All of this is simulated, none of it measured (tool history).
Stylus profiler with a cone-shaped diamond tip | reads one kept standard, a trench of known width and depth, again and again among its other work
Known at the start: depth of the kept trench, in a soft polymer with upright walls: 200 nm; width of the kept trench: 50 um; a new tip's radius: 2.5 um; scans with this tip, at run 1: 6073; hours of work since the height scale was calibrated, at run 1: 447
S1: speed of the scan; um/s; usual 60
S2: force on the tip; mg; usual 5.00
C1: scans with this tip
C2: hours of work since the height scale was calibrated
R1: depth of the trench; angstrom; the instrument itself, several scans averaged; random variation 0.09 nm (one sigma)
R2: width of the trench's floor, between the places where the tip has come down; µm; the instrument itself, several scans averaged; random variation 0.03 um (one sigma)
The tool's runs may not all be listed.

Run 1, day 0.000: usual settings; C1 6073; C2 447. Result: R1 2059.3 angstrom, R2 47.53 µm.
Run 2, day 0.683: usual settings; C1 6194; C2 456. Result: R1 2060.4 angstrom, R2 47.54 µm.
Run 3, day 1.492: usual settings; C1 6337; C2 467. Result: R1 2056.8 angstrom, R2 47.46 µm.
Run 4, day 2.217: usual settings but S1 101 um/s; C1 6466; C2 476. Result: R1 2058.7 angstrom, R2 47.37 µm.
Run 5, day 2.742: usual settings but S1 77 um/s; C1 6560; C2 483. Result: R1 2058.0 angstrom, R2 47.42 µm.
Run 6, day 3.200: usual settings but S1 77 um/s, S2 4.82 mg; C1 6641; C2 489. Result: R1 2058.1 angstrom, R2 47.46 µm.
Run 7, day 4.079: usual settings but S1 77 um/s, S2 4.82 mg; C1 6797; C2 500. Result: R1 2058.6 angstrom, R2 47.35 µm.
Run 8, day 4.875: usual settings but S1 77 um/s, S2 4.82 mg; C1 6939; C2 511. Result: R1 2057.4 angstrom, R2 47.40 µm.
Run 9, day 5.429: usual settings but S1 77 um/s, S2 4.82 mg; C1 7037; C2 518. Result: R1 2057.8 angstrom, R2 47.44 µm.
Run 10, day 6.392: usual settings but S1 20 um/s; C1 7207; C2 531. Result: R1 2059.1 angstrom, R2 47.54 µm.
Run 11, day 7.192: usual settings; C1 7350; C2 541. Result: R1 2058.2 angstrom, R2 47.41 µm.
Run 12, day 8.129: usual settings; C1 7516; C2 553. Result: R1 2059.5 angstrom, R2 47.39 µm.
At day 8.208: height scale calibrated on a step standard.
Run 13, day 8.808: usual settings; C1 7633; C2 8. Result: R1 2060.0 angstrom, R2 47.47 µm.
Run 14, day 9.242: usual settings but S1 106 um/s; C1 7710; C2 14. Result: R1 2060.8 angstrom, R2 47.31 µm.
At day 9.671: height scale calibrated on a step standard, once more.
Run 15, day 10.129: usual settings but S1 106 um/s; C1 7864; C2 6. Result: R1 2055.4 angstrom, R2 47.32 µm.
Run 16, day 11.017: usual settings but S1 106 um/s; C1 8021; C2 18. Result: R1 2055.5 angstrom, R2 47.32 µm.
Run 17, day 11.854: usual settings but S1 35 um/s; C1 8170; C2 29. Result: R1 2057.2 angstrom, R2 47.44 µm.
Run 18, day 12.533: usual settings but S1 125 um/s; C1 8291; C2 37. Result: R1 2054.6 angstrom, R2 47.26 µm.
Run 19, day 12.938: usual settings but S1 125 um/s; C1 8362; C2 43. Result: R1 2056.6 angstrom, R2 47.24 µm.
Run 20, day 13.821: usual settings but S1 125 um/s; C1 8520; C2 54. Result: R1 2056.3 angstrom, R2 47.22 µm.
Run 21, day 14.750: usual settings; C1 8684; C2 66. Result: R1 2056.3 angstrom, R2 47.35 µm.
Run 22, day 15.358: usual settings; C1 8792; C2 74. Result: R1 2055.6 angstrom, R2 47.31 µm.
Run 23, day 15.833: usual settings; C1 8877; C2 81. Result: R1 2054.1 angstrom, R2 47.37 µm.
Run 24, day 16.350: usual settings but S1 68 um/s; C1 8968; C2 87. Result: R1 2056.0 angstrom, R2 47.28 µm.
Run 25, day 17.104: usual settings but S1 21 um/s, S2 2.38 mg; C1 9102; C2 97. Result: R1 2034.6 angstrom, R2 47.46 µm.
Run 26, day 17.871: usual settings but S1 225 um/s, S2 2.00 mg; C1 9238; C2 107. Result: R1 2029.8 angstrom, R2 46.63 µm.
Run 27, day 18.542: usual settings but S1 225 um/s, S2 2.00 mg; C1 9357; C2 116. Result: R1 2032.0 angstrom, R2 46.63 µm.
Run 28, day 19.362: usual settings but S1 43 um/s, S2 11.70 mg; C1 9503; C2 127. Result: R1 2099.5 angstrom, R2 47.36 µm.
Run 29, day 19.958: usual settings but S1 18 um/s, S2 6.01 mg; C1 9609; C2 134. Result: R1 2063.4 angstrom, R2 47.43 µm.
Run 30, day 20.475: usual settings but S1 122 um/s, S2 13.21 mg; C1 9701; C2 141. Result: R1 2107.6 angstrom, R2 47.28 µm.
Run 31, day 21.392: usual settings but S1 59 um/s, S2 5.13 mg; C1 9863; C2 153. Result: R1 2057.7 angstrom, R2 47.33 µm.
Run 32, day 21.788: usual settings but S1 18 um/s, S2 11.19 mg; C1 9934; C2 158. Result: R1 2096.0 angstrom, R2 47.41 µm.
Run 33, day 22.538: usual settings but S1 18 um/s, S2 11.19 mg; C1 10067; C2 168. Result: R1 2096.5 angstrom, R2 47.39 µm.
Run 34, day 23.079: usual settings but S1 19 um/s, S2 3.62 mg; C1 10163; C2 175. Result: R1 2046.9 angstrom, R2 47.34 µm.
Run 35, day 23.846: usual settings but S1 19 um/s, S2 3.62 mg; C1 10300; C2 185. Result: R1 2045.3 angstrom, R2 47.35 µm.
Run 36, day 24.562: usual settings but S1 19 um/s, S2 3.62 mg; C1 10426; C2 195. Result: R1 2045.7 angstrom, R2 47.34 µm.
Run 37, day 25.292: usual settings but S1 18 um/s; C1 10556; C2 204. Result: R1 2056.4 angstrom, R2 47.39 µm.
Run 38, day 26.138: usual settings but S1 18 um/s, S2 12.75 mg; C1 10706; C2 215. Result: R1 2105.7 angstrom, R2 47.39 µm.
Run 39, day 26.867: usual settings but S1 32 um/s, S2 7.62 mg; C1 10835; C2 225. Result: R1 2074.2 angstrom, R2 47.29 µm.
Run 40, day 27.696: usual settings but S1 22 um/s, S2 9.30 mg; C1 10983; C2 236. Result: R1 2086.0 angstrom, R2 47.32 µm.
Run 41, day 28.554: usual settings but S1 25 um/s, S2 8.54 mg; C1 11135; C2 247. Result: R1 2080.8 angstrom, R2 47.38 µm.
Run 42, day 29.421: usual settings but S1 74 um/s, S2 3.67 mg; C1 11289; C2 258. Result: R1 2046.4 angstrom, R2 47.15 µm.
Run 43, day 30.225: usual settings but S1 74 um/s, S2 3.67 mg; C1 11432; C2 269. Result: R1 2046.8 angstrom, R2 47.16 µm.
Run 44, day 30.650: usual settings but S1 74 um/s, S2 3.67 mg; C1 11507; C2 274. Result: R1 2046.4 angstrom, R2 47.17 µm.
Run 45, day 31.421: usual settings but S1 74 um/s, S2 3.67 mg; C1 11644; C2 284. Result: R1 2047.2 angstrom, R2 47.13 µm.
Run 46, day 32.212: usual settings but S1 196 um/s; C1 11785; C2 295. Result: R1 2057.5 angstrom, R2 46.86 µm.

Hidden state at the last listed run before each entry between runs and at the first one after, where it differs:
Between runs 12 and 13: height scale calibrated on a step standard (day 8.208)
  radius of the tip, um: 3.8 -> 3.82; height scale over the true one, %: 0.179 -> 0.214
  measured less the result without the state, R1: +3.7 -> +4.4 angstrom; R2: -0.48 -> -0.48 µm
Between runs 14 and 15: height scale calibrated on a step standard, once more (day 9.671)
  radius of the tip, um: 3.83 -> 3.86; height scale over the true one, %: 0.215 -> 0.002
  measured less the result without the state, R1: +4.4 -> +0.0 angstrom; R2: -0.49 -> -0.50 µm

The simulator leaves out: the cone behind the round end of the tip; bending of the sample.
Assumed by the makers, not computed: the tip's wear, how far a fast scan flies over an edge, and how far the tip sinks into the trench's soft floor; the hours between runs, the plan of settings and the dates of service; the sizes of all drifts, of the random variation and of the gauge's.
